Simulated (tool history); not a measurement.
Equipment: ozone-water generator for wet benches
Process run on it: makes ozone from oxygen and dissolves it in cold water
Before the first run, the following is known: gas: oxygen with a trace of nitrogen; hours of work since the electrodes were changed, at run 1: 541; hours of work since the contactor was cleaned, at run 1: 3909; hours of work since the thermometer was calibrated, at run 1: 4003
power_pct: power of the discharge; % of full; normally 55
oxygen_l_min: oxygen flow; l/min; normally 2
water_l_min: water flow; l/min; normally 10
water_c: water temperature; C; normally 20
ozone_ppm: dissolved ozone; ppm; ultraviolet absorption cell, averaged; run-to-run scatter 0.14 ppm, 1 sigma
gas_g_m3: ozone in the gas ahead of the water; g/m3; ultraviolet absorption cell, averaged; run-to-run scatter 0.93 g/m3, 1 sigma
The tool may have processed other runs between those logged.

| run | hour | power_pct | oxygen_l_min | water_l_min | water_c | hours of work since the electrodes were changed | hours of work since the contactor was cleaned | hours of work since the thermometer was calibrated | ozone_ppm | gas_g_m3 |
|---|---|---|---|---|---|---|---|---|---|---|
| 1 | 0 | 55 | 2 | 10 | 20 | 541 | 3909 | 4003 | 15.5 | 157.1 |
| 2 | 94.1 | 55 | 2 | 10 | 20 | 603 | 3971 | 4064 | 15.8 | 158.6 |
| 3 | 199.6 | 55 | 2 | 10 | 20 | 671 | 4039 | 4133 | 15.7 | 156.1 |
| 4 | 279 | 55 | 2 | 10 | 20 | 723 | 4091 | 4184 | 15.7 | 157 |
| 5 | 372.5 | 55 | 2.01 | 10 | 20 | 784 | 4152 | 4245 | 15.4 | 156.9 |
| 6 | 471.9 | 55 | 2.01 | 10 | 20 | 848 | 4216 | 4310 | 15.7 | 155.8 |
| 7 | 576.1 | 55 | 2.01 | 10 | 20 | 916 | 4284 | 4378 | 15.9 | 158.3 |
| 8 | 649.3 | 55 | 3.59 | 10 | 20 | 964 | 4332 | 4425 | 17.6 | 131.4 |
| 9 | 730 | 55 | 3.59 | 10 | 20 | 1016 | 4384 | 4478 | 17.7 | 129.7 |
| 10 | 774 | 55 | 3.59 | 10 | 20 | 1045 | 4413 | 4506 | 17.7 | 131.2 |
| 11 | 854.7 | 67 | 1.12 | 12 | 17 | 1097 | 4465 | 4559 | 12.7 | 219.3 |
| 12 | 920.9 | 67 | 1.12 | 12 | 17 | 1140 | 4508 | 4602 | 12.7 | 217.1 |
| 13 | 981.1 | 56 | 2.8 | 9 | 16 | 1180 | 4548 | 4641 | 19.9 | 143.2 |
| 14 | 1079 | 56 | 2.8 | 9 | 16 | 1243 | 4611 | 4705 | 19.6 | 143.3 |
| 15 | 1124.9 | 58 | 2 | 13 | 20 | 1273 | 4641 | 4735 | 12.8 | 165.1 |
| 16 | 1221.1 | 42 | 2 | 8 | 20 | 1336 | 4704 | 4797 | 15.3 | 128 |
| 17 | 1321.9 | 42 | 2 | 8 | 20 | 1401 | 4769 | 4863 | 15.5 | 128.4 |
| 18 | 1416.6 | 71 | 2.33 | 10 | 20 | 1463 | 4831 | 4925 | 20 | 180.5 |
| 19 | 1485.1 | 91 | 2.17 | 10 | 16 | 1508 | 4876 | 4969 | 24.6 | 224.6 |
| 20 | 1584 | 52 | 2 | 10 | 19 | 1572 | 4940 | 5033 | 15.1 | 149 |

Each row is a separate what-if for the run after 20, all from the same tool condition, not one after another. Results?
|  | 1628.6 | water thermometer calibrated |
| A | 1671.5 | 55 | 2 | 15 | 20 | 1628 | 4997 | 28 | ? | ? |
|  | 1628.6 | water thermometer calibrated |
| B | 1671.5 | 52 | 2 | 14 | 19 | 1628 | 4997 | 28 | ? | ? |
|  | 1628.6 | water thermometer calibrated |
| C | 1671.5 | 52 | 2 | 13 | 19 | 1628 | 4997 | 28 | ? | ? |

| run | ozone_ppm | gas_g_m3 |
|---|---|---|
| A | 10.5 | 157.2 |
| B | 11.2 | 148.8 |
| C | 11.9 | 150.2 |
Take away the tool's hidden state, keep each run's random variation, and the runs would have read:
| run | ozone_ppm | gas_g_m3 |
|---|---|---|
| A | 10.5 | 157.2 |
| B | 11.2 | 148.9 |
| C | 11.9 | 150.3 |

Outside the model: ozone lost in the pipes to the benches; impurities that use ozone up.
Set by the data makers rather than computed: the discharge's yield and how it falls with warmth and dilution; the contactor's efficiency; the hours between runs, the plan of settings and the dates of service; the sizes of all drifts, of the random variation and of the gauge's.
